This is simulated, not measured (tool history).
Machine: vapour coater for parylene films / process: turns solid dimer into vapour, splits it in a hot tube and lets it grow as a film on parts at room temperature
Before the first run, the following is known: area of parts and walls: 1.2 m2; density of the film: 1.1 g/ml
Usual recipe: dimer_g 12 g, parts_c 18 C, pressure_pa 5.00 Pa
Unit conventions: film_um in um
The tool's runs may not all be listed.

run 1 hour=0.0 | dimer_g=12 parts_c=18 pressure_pa=5.00 | film_um=6.24
run 2 hour=13.0 | dimer_g=13 parts_c=18 pressure_pa=5.00 | film_um=6.70
run 3 hour=25.9 | dimer_g=13 parts_c=18 pressure_pa=5.00 | film_um=6.73
run 4 hour=33.8 | dimer_g=19 parts_c=18 pressure_pa=5.00 | film_um=9.75
run 5 hour=48.0 | dimer_g=19 parts_c=18 pressure_pa=5.00 | film_um=10.03
run 6 hour=61.4 | dimer_g=19 parts_c=18 pressure_pa=5.00 | film_um=9.91
run 7 hour=72.6 | dimer_g=19 parts_c=18 pressure_pa=10.49 | film_um=8.42
run 8 hour=90.6 | dimer_g=19 parts_c=18 pressure_pa=10.49 | film_um=8.43
run 9 hour=103.7 | dimer_g=19 parts_c=18 pressure_pa=10.49 | film_um=8.35
run 10 hour=119.5 | dimer_g=19 parts_c=18 pressure_pa=3.61 | film_um=10.54
run 11 hour=133.5 | dimer_g=19 parts_c=18 pressure_pa=3.61 | film_um=10.51
run 12 hour=147.8 | dimer_g=12 parts_c=25 pressure_pa=5.00 | film_um=4.55
run 13 hour=161.7 | dimer_g=12 parts_c=25 pressure_pa=5.00 | film_um=4.49
run 14 hour=169.9 | dimer_g=5 parts_c=12 pressure_pa=9.70 | film_um=2.95
run 15 hour=188.7 | dimer_g=10 parts_c=12 pressure_pa=5.00 | film_um=6.88
run 16 hour=197.2 | dimer_g=10 parts_c=17 pressure_pa=2.28 | film_um=6.38
run 17 hour=206.5 | dimer_g=12 parts_c=26 pressure_pa=6.97 | film_um=4.02

Here are 3 independent what-if runs from the current tool condition. What would each one return?
run A hour=216.0 | dimer_g=12 parts_c=14 pressure_pa=7.81 | film_um=?
run B hour=216.0 | dimer_g=12 parts_c=11 pressure_pa=8.72 | film_um=?
run C hour=216.0 | dimer_g=6 parts_c=23 pressure_pa=5.00 | film_um=?

run=A film_um=6.75
run=B film_um=7.56
run=C film_um=2.46
The same runs, with their run-to-run variation unchanged, on a tool lacking any hidden condition would have given:
run=A film_um=6.76
run=B film_um=7.57
run=C film_um=2.47

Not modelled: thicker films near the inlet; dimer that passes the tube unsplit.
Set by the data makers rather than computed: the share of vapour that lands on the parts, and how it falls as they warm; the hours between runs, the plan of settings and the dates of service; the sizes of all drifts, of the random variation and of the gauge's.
